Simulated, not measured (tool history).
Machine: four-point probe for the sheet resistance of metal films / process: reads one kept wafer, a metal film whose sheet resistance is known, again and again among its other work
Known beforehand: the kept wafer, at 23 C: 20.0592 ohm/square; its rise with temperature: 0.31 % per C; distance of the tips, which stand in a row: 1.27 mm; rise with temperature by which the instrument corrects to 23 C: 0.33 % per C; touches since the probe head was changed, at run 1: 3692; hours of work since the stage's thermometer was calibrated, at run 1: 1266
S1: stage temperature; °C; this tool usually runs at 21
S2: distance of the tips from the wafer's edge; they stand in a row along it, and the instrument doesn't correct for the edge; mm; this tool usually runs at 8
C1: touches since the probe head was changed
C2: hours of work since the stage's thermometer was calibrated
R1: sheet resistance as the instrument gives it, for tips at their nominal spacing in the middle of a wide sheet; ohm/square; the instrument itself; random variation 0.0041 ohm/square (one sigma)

run   hour  S1  S2    C1    C2         R1
  1      0  21   8  3692  1266  20.334933
  2   21.5  21   8  3980  1276  20.339061
  3   31.4  21   8  4112  1281  20.344079
  4   40.4  21   8  4234  1285  20.341293
  5   55.8  21   8  4440  1292  20.332938
  6   68.2  21   8  4606  1298  20.338539
  7   80.6  20  64  4773  1304  20.075966
  8   99.8  33  20  5030  1313  20.051372
  9  115.4  28  18  5239  1321   20.08791
 10  130.7  27   4  5444  1328  21.077999
 11  148.8  26   4  5688  1337  21.076066

Each row is a separate what-if for the run after 11, all from the same tool condition, not one after another. Results?
     154.8  -- stage's thermometer calibrated
  A  161.3  29   4  5849   3   ?
     154.8  -- stage's thermometer calibrated
  B  161.3  23  18  5849   3   ?
     154.8  -- stage's thermometer calibrated
  C  161.3  28   8  5849   3   ?
     154.8  -- stage's thermometer calibrated
  D  161.3  21  22  5849   3   ?
     154.8  -- stage's thermometer calibrated
  E  161.3  26   7  5849   3   ?

run         R1
  A  21.062394
  B  20.108558
  C  20.302447
  D  20.106084
  E   20.38873
Without the tool's hidden state the same runs would have given:
run         R1
  A  21.061982
  B  20.108162
  C  20.302049
  D  20.105688
  E   20.38833
